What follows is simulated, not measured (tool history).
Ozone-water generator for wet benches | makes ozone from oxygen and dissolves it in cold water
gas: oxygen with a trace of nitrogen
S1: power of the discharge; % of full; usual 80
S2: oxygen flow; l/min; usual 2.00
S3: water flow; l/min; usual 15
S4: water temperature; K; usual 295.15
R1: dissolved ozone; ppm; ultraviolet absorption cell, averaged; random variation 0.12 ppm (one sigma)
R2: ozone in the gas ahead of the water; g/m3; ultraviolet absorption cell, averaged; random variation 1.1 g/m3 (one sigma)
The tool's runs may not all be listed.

run	hour	S1	S2	S3	S4	R1	R2
1	0.0	80	2.00	15	295.15	10.8	190.4
2	133.2	80	2.00	15	295.15	10.8	190.7
3	215.6	80	2.00	15	295.15	10.7	190.4
4	413.1	80	2.00	15	295.15	10.8	191.0
5	570.2	80	2.00	15	290.15	11.2	190.0
6	765.8	80	2.00	15	290.15	11.1	190.8
7	950.1	80	2.00	15	295.15	10.5	189.8
8	1087.1	80	2.00	15	295.15	10.6	189.3
9	1239.6	80	2.00	15	295.15	10.4	189.2
10	1429.0	80	2.00	15	290.15	10.9	187.3
11	1512.0	50	2.00	15	290.15	7.9	139.5
12	1640.5	69	1.78	20	298.15	6.6	180.4
13	1784.7	69	1.78	20	298.15	6.7	180.9
14	1935.9	64	2.00	15	290.15	9.5	160.3
15	2123.6	64	2.00	12	299.15	10.4	161.5
16	2269.3	80	2.00	22	290.15	7.1	187.1
17	2403.0	63	1.92	22	295.15	5.8	160.7
18	2519.1	80	1.78	15	295.15	10.2	197.2
19	2611.4	80	1.78	15	295.15	10.3	193.9
20	2766.6	55	1.32	11	295.15	10.3	183.3

Hidden state or all else? Some run-to-run changes of R1, split into what the settings, what came in and random variation would give without the hidden state, and what is left for the hidden state (with any gauge scatter that isn't in both results):
The hidden state here: yield of the discharge, % of new electrodes'; contactor's efficiency, % of a clean one's; true water temperature over the reading, C; drift of the gauge itself on ozone_ppm, %; drift of the gauge itself on gas_g_m3, %.
Run 10 -> 11: S1 80 -> 50. R1 -3.0 ppm: hidden state +0.6, all else -3.6.
Run 15 -> 16: S1 64 -> 80, S3 12 -> 22, S4 299.15 -> 290.15. R1 -3.3 ppm: hidden state +0.2, all else -3.5.
Run 17 -> 18: S1 63 -> 80, S2 1.92 -> 1.78, S3 22 -> 15. R1 +4.4 ppm: hidden state -0.7, all else +5.1.
